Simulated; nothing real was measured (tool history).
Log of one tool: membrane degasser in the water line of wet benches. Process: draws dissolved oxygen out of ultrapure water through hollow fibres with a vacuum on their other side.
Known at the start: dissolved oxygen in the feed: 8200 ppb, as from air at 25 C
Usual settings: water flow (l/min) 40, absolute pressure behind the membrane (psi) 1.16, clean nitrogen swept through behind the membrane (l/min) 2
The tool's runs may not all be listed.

| run | hour | water flow (l/min) | absolute pressure behind the membrane (psi) | clean nitrogen swept through behind the membrane (l/min) | dissolved oxygen in the water behind the degasser (ppb) | pressure that the water loses in the fibres (psi) |
|---|---|---|---|---|---|---|
| 1 | 0 | 40 | 1.16 | 2 | 350.2 | 4.898 |
| 2 | 28.5 | 40 | 1.16 | 2 | 354.6 | 4.975 |
| 3 | 90.2 | 40 | 1.16 | 2 | 352.4 | 5.005 |
| 4 | 139.8 | 40 | 1.16 | 2 | 352.7 | 5.01 |
| 5 | 179.8 | 40 | 1.16 | 2 | 353 | 5.02 |
| 6 | 234.5 | 40 | 1.16 | 2 | 352.7 | 4.954 |
| 7 | 269.9 | 40 | 1.16 | 2 | 352.5 | 4.92 |
| 8 | 319.8 | 40 | 1.16 | 2 | 352.8 | 5.014 |
| 9 | 376.2 | 40 | 1.16 | 2 | 350.7 | 4.988 |
| 10 | 427.4 | 40 | 1.16 | 2 | 351.1 | 4.972 |
| 11 | 479.7 | 40 | 1.16 | 2 | 350.8 | 5.026 |
| 12 | 542 | 40 | 1.16 | 0.85 | 561.7 | 4.972 |
|  | 546.1 | vacuum gauge calibrated |
| 13 | 600.7 | 40 | 1.16 | 2 | 356.8 | 4.96 |
|  | 656.3 | vacuum gauge calibrated, once more |
| 14 | 661.9 | 40 | 1.16 | 2 | 344.7 | 5.056 |
| 15 | 702.2 | 40 | 1.16 | 2 | 347.9 | 4.963 |
| 16 | 750.6 | 40 | 1.16 | 2 | 347.8 | 4.96 |
| 17 | 808.8 | 47 | 2.683 | 2 | 878.2 | 5.864 |
| 18 | 850.3 | 38 | 1.165 | 2 | 328 | 4.73 |
| 19 | 910.3 | 47 | 1.165 | 3.01 | 354.6 | 5.904 |
| 20 | 963.1 | 47 | 1.165 | 3.01 | 347.6 | 5.874 |
| 21 | 1018.4 | 30 | 1.124 | 1.62 | 272.1 | 3.698 |
| 22 | 1067.6 | 30 | 1.124 | 1.62 | 268.4 | 3.732 |
| 23 | 1110.5 | 30 | 1.124 | 1.62 | 272.4 | 3.704 |
| 24 | 1172.1 | 30 | 1.124 | 1.62 | 267.6 | 3.78 |
| 25 | 1208.9 | 40 | 1.16 | 4.12 | 249.4 | 5.01 |
| 26 | 1245.3 | 40 | 0.734 | 5.82 | 173.2 | 4.998 |
| 27 | 1288.5 | 40 | 0.734 | 5.82 | 176.1 | 5.027 |
| 28 | 1326 | 54 | 0.996 | 2.45 | 401.1 | 6.722 |
| 29 | 1381 | 50 | 1.16 | 0.94 | 641.6 | 6.271 |
| 30 | 1409.1 | 26 | 1.16 | 2.73 | 171.9 | 3.342 |
| 31 | 1440.4 | 26 | 1.16 | 2.73 | 171.2 | 3.275 |
| 32 | 1469.3 | 40 | 1.16 | 2.51 | 312.8 | 4.939 |

The same runs without the tool's hidden state, with the same run-to-run variation:
The hidden state here: membrane still open, %; true pressure behind the membrane over the reading, kPa; air that leaks in behind the membrane, l/min; drift of the gauge itself on oxygen_ppb, %; drift of the gauge itself on loss_of_pressure_kpa, %.
| run | dissolved oxygen in the water behind the degasser (ppb) | pressure that the water loses in the fibres (psi) |
|---|---|---|
| 1 | 341.1 | 4.891 |
| 2 | 345.3 | 4.968 |
| 3 | 342.8 | 4.997 |
| 4 | 342.9 | 4.999 |
| 5 | 343 | 5.01 |
| 6 | 342.5 | 4.943 |
| 7 | 342.1 | 4.907 |
| 8 | 342.2 | 4.999 |
| 9 | 339.9 | 4.972 |
| 10 | 340 | 4.954 |
| 11 | 339.4 | 5.007 |
| 12 | 544.3 | 4.952 |
| 13 | 342.8 | 4.939 |
| 14 | 340.8 | 5.033 |
| 15 | 343.7 | 4.94 |
| 16 | 343.5 | 4.936 |
| 17 | 870.7 | 5.832 |
| 18 | 323.3 | 4.704 |
| 19 | 349 | 5.87 |
| 20 | 341.8 | 5.838 |
| 21 | 267.1 | 3.674 |
| 22 | 263.4 | 3.707 |
| 23 | 267.1 | 3.678 |
| 24 | 262.1 | 3.752 |
| 25 | 243.4 | 4.973 |
| 26 | 168.1 | 4.96 |
| 27 | 170.8 | 4.988 |
| 28 | 392.7 | 6.669 |
| 29 | 634.1 | 6.221 |
| 30 | 166.7 | 3.314 |
| 31 | 165.9 | 3.247 |
| 32 | 305.2 | 4.895 |
